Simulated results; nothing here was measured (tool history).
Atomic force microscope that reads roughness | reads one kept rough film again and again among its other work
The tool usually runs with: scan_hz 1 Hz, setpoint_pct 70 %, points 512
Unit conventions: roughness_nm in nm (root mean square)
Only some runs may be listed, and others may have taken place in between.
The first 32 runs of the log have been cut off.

| run | hour | scan_hz | setpoint_pct | points | roughness_nm |
|---|---|---|---|---|---|
| 33 | 387.9 | 3.92 | 90 | 955 | 1.281 |
| 34 | 395.7 | 0.81 | 70 | 550 | 1.49 |
| 35 | 405.1 | 1.04 | 72 | 451 | 1.471 |
| 36 | 414.8 | 3.43 | 80 | 354 | 1.301 |
| 37 | 431 | 1 | 63 | 512 | 1.411 |
| 38 | 444.8 | 2.21 | 68 | 343 | 1.312 |
|  | 457.4 | new tip fitted |
| 39 | 463 | 1.92 | 62 | 512 | 1.885 |
| 40 | 475.1 | 2.44 | 80 | 844 | 1.747 |
| 41 | 484.5 | 1.18 | 60 | 977 | 1.836 |
| 42 | 492.5 | 1 | 76 | 512 | 1.762 |
| 43 | 504 | 1.58 | 86 | 775 | 1.635 |
| 44 | 516.1 | 2.31 | 74 | 415 | 1.61 |

Forecast each of these 3 alternatives for the next run:
| A | 528.4 | 2.31 | 74 | 339 | ? |
| B | 528.4 | 2.61 | 70 | 417 | ? |
| C | 528.4 | 2.31 | 64 | 274 | ? |

| run | roughness_nm |
|---|---|
| A | 1.549 |
| B | 1.584 |
| C | 1.576 |
With no hidden state in the tool, these same runs would have given:
| run | roughness_nm |
|---|---|
| A | 1.873 |
| B | 1.914 |
| C | 1.906 |

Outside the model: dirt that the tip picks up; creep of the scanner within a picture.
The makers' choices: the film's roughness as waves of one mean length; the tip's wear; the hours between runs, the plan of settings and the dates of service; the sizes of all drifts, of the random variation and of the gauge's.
